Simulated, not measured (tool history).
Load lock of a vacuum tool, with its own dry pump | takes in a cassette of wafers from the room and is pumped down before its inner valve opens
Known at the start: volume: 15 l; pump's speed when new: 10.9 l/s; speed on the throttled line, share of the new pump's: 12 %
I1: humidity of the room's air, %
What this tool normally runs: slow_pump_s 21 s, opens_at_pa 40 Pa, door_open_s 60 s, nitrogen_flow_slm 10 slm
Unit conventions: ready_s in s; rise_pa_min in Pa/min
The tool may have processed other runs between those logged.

{"run": 1, "hour": 0.0, "slow_pump_s": 21, "opens_at_pa": 40, "door_open_s": 60, "nitrogen_flow_slm": 10, "I1": 41.7, "ready_s": 29.5, "rise_pa_min": 0.127}
{"run": 2, "hour": 90.6, "slow_pump_s": 22, "opens_at_pa": 40, "door_open_s": 60, "nitrogen_flow_slm": 10, "I1": 40, "ready_s": 30.5, "rise_pa_min": 0.133}
{"run": 3, "hour": 222.7, "slow_pump_s": 22, "opens_at_pa": 40, "door_open_s": 60, "nitrogen_flow_slm": 10, "I1": 46.3, "ready_s": 30.6, "rise_pa_min": 0.145}
{"run": 4, "hour": 306.8, "slow_pump_s": 21, "opens_at_pa": 40, "door_open_s": 60, "nitrogen_flow_slm": 10, "I1": 41.4, "ready_s": 29.5, "rise_pa_min": 0.146}
{"run": 5, "hour": 378.7, "slow_pump_s": 21, "opens_at_pa": 40, "door_open_s": 60, "nitrogen_flow_slm": 10, "I1": 44.4, "ready_s": 29.6, "rise_pa_min": 0.152}
{"run": 6, "hour": 459.2, "slow_pump_s": 21, "opens_at_pa": 40, "door_open_s": 60, "nitrogen_flow_slm": 10, "I1": 45.9, "ready_s": 29.5, "rise_pa_min": 0.152}
{"run": 7, "hour": 520.8, "slow_pump_s": 21, "opens_at_pa": 40, "door_open_s": 60, "nitrogen_flow_slm": 10, "I1": 45.4, "ready_s": 29.6, "rise_pa_min": 0.154}
{"run": 8, "hour": 588.1, "slow_pump_s": 21, "opens_at_pa": 31, "door_open_s": 28, "nitrogen_flow_slm": 10, "I1": 47, "ready_s": 30.1, "rise_pa_min": 0.121}
{"run": 9, "hour": 677.6, "slow_pump_s": 21, "opens_at_pa": 31, "door_open_s": 28, "nitrogen_flow_slm": 10, "I1": 45.1, "ready_s": 30, "rise_pa_min": 0.123}
{"run": 10, "hour": 819.6, "slow_pump_s": 21, "opens_at_pa": 31, "door_open_s": 28, "nitrogen_flow_slm": 10, "I1": 46.4, "ready_s": 30.2, "rise_pa_min": 0.126}
{"run": 11, "hour": 891.1, "slow_pump_s": 14, "opens_at_pa": 31, "door_open_s": 56, "nitrogen_flow_slm": 10, "I1": 47.9, "ready_s": 24.1, "rise_pa_min": 0.159}
{"run": 12, "hour": 959.3, "slow_pump_s": 14, "opens_at_pa": 31, "door_open_s": 56, "nitrogen_flow_slm": 10, "I1": 47, "ready_s": 24.1, "rise_pa_min": 0.161}
{"run": 13, "hour": 1084.5, "slow_pump_s": 14, "opens_at_pa": 31, "door_open_s": 56, "nitrogen_flow_slm": 10, "I1": 45.7, "ready_s": 24, "rise_pa_min": 0.16}
{"run": 14, "hour": 1146.4, "slow_pump_s": 35, "opens_at_pa": 46, "door_open_s": 56, "nitrogen_flow_slm": 4, "I1": 43.1, "ready_s": 41.7, "rise_pa_min": 0.165}

4 ways to go on from here, each from the tool as it stands after run 14. What would each give?
{"run": "A", "hour": 1235.1, "slow_pump_s": 21, "opens_at_pa": 40, "door_open_s": 25, "nitrogen_flow_slm": 10, "I1": 46.1, "ready_s": "?", "rise_pa_min": "?"}
{"run": "B", "hour": 1235.1, "slow_pump_s": 21, "opens_at_pa": 30, "door_open_s": 174, "nitrogen_flow_slm": 43, "I1": 45.2, "ready_s": "?", "rise_pa_min": "?"}
{"run": "C", "hour": 1235.1, "slow_pump_s": 30, "opens_at_pa": 40, "door_open_s": 193, "nitrogen_flow_slm": 6, "I1": 47.6, "ready_s": "?", "rise_pa_min": "?"}
{"run": "D", "hour": 1235.1, "slow_pump_s": 31, "opens_at_pa": 46, "door_open_s": 189, "nitrogen_flow_slm": 4, "I1": 44.5, "ready_s": "?", "rise_pa_min": "?"}

run=A ready_s=29.5 rise_pa_min=0.13
run=B ready_s=30.2 rise_pa_min=0.194
run=C ready_s=37.7 rise_pa_min=0.316
run=D ready_s=38 rise_pa_min=0.309
Take away the tool's hidden state, keep each run's random variation, and the runs would have read:
run=A ready_s=29 rise_pa_min=0.05
run=B ready_s=29.7 rise_pa_min=0.115
run=C ready_s=37.3 rise_pa_min=0.238
run=D ready_s=37.6 rise_pa_min=0.231

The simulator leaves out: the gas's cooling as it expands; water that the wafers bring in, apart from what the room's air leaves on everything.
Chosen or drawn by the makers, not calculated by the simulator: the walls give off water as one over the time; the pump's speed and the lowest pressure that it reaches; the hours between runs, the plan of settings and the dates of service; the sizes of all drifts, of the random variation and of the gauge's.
